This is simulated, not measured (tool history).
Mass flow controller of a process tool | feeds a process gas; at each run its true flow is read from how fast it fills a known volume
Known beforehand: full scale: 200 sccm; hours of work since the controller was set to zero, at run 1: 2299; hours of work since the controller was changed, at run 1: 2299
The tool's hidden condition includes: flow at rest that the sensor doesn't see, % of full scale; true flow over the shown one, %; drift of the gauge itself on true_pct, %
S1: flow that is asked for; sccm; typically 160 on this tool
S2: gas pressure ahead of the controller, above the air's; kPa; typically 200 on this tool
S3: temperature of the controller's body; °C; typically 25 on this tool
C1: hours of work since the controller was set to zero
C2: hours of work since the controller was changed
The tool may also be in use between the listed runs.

Run 1, hour 0.0: usual settings; C1 2299; C2 2299. Result: true flow (%) 99.32.
Run 2, hour 112.8: usual settings; C1 2374; C2 2374. Result: true flow (%) 99.27.
Run 3, hour 226.5: usual settings; C1 2450; C2 2450. Result: true flow (%) 99.27.
Run 4, hour 300.7: usual settings; C1 2500; C2 2500. Result: true flow (%) 99.30.
Run 5, hour 380.6: usual settings but S2 251 kPa; C1 2553; C2 2553. Result: true flow (%) 99.71.
Run 6, hour 447.0: usual settings but S1 24 sccm; C1 2598; C2 2598. Result: true flow (%) 93.40.
Run 7, hour 557.8: usual settings; C1 2672; C2 2672. Result: true flow (%) 99.33.
Run 8, hour 694.0: usual settings; C1 2763; C2 2763. Result: true flow (%) 99.29.
Run 9, hour 824.4: usual settings; C1 2850; C2 2850. Result: true flow (%) 99.27.
Run 10, hour 912.3: usual settings; C1 2909; C2 2909. Result: true flow (%) 99.43.
Run 11, hour 1029.1: usual settings; C1 2987; C2 2987. Result: true flow (%) 99.37.
Run 12, hour 1142.1: usual settings; C1 3063; C2 3063. Result: true flow (%) 99.27.
Run 13, hour 1238.2: usual settings; C1 3127; C2 3127. Result: true flow (%) 99.32.
Run 14, hour 1343.3: usual settings but S1 138 sccm; C1 3197; C2 3197. Result: true flow (%) 98.86.
Run 15, hour 1410.3: usual settings but S1 138 sccm; C1 3242; C2 3242. Result: true flow (%) 98.77.
Run 16, hour 1524.5: usual settings but S1 76 sccm; C1 3318; C2 3318. Result: true flow (%) 97.40.
Run 17, hour 1634.0: usual settings but S1 76 sccm; C1 3392; C2 3392. Result: true flow (%) 97.19.
Run 18, hour 1733.3: usual settings but S2 236 kPa; C1 3458; C2 3458. Result: true flow (%) 99.55.
Run 19, hour 1840.9: usual settings but S2 236 kPa; C1 3530; C2 3530. Result: true flow (%) 99.54.
At hour 1847.4: controller's zero set anew.
Run 20, hour 1943.2: usual settings but S2 157 kPa; C1 64; C2 3598. Result: true flow (%) 98.53.
At hour 2058.3: controller's zero set anew, once more.
Run 21, hour 2075.2: usual settings; C1 11; C2 3686. Result: true flow (%) 100.40.
Run 22, hour 2208.7: usual settings; C1 101; C2 3775. Result: true flow (%) 100.28.
Run 23, hour 2314.7: usual settings; C1 171; C2 3846. Result: true flow (%) 100.18.
Run 24, hour 2437.2: usual settings; C1 253; C2 3928. Result: true flow (%) 100.24.
Run 25, hour 2573.0: usual settings; C1 344; C2 4019. Result: true flow (%) 100.28.
Run 26, hour 2688.6: usual settings but S2 192 kPa, S3 20 °C; C1 422; C2 4096. Result: true flow (%) 100.66.
Run 27, hour 2750.1: usual settings but S2 192 kPa, S3 20 °C; C1 463; C2 4137. Result: true flow (%) 100.67.
Run 28, hour 2835.7: usual settings but S2 192 kPa, S3 20 °C; C1 520; C2 4194. Result: true flow (%) 100.74.
Run 29, hour 2959.6: usual settings but S2 192 kPa, S3 20 °C; C1 603; C2 4277. Result: true flow (%) 100.75.
Run 30, hour 3090.9: usual settings but S2 192 kPa, S3 20 °C; C1 690; C2 4365. Result: true flow (%) 100.70.
Run 31, hour 3212.0: usual settings but S2 192 kPa, S3 20 °C; C1 771; C2 4446. Result: true flow (%) 100.77.
Run 32, hour 3297.5: usual settings but S3 30 °C; C1 829; C2 4503. Result: true flow (%) 99.55.
Run 33, hour 3355.4: usual settings but S3 26 °C; C1 867; C2 4542. Result: true flow (%) 100.04.
Run 34, hour 3479.7: usual settings but S2 158 kPa, S3 35 °C; C1 950; C2 4625. Result: true flow (%) 98.71.
Run 35, hour 3565.3: usual settings but S1 45 sccm, S2 204 kPa, S3 31 °C; C1 1008; C2 4682. Result: true flow (%) 97.42.

Estimate the outcome of run 36 from the log above:
Run 36, hour 3674.5: usual settings but S1 24 sccm, S2 221 kPa, S3 30 °C; C1 1081; C2 4755. Result: true flow (%) ?.

{"run 36": {"true flow (%)": 96.27}}
Without the tool's hidden state the same run would have given true flow (%) 97.76.
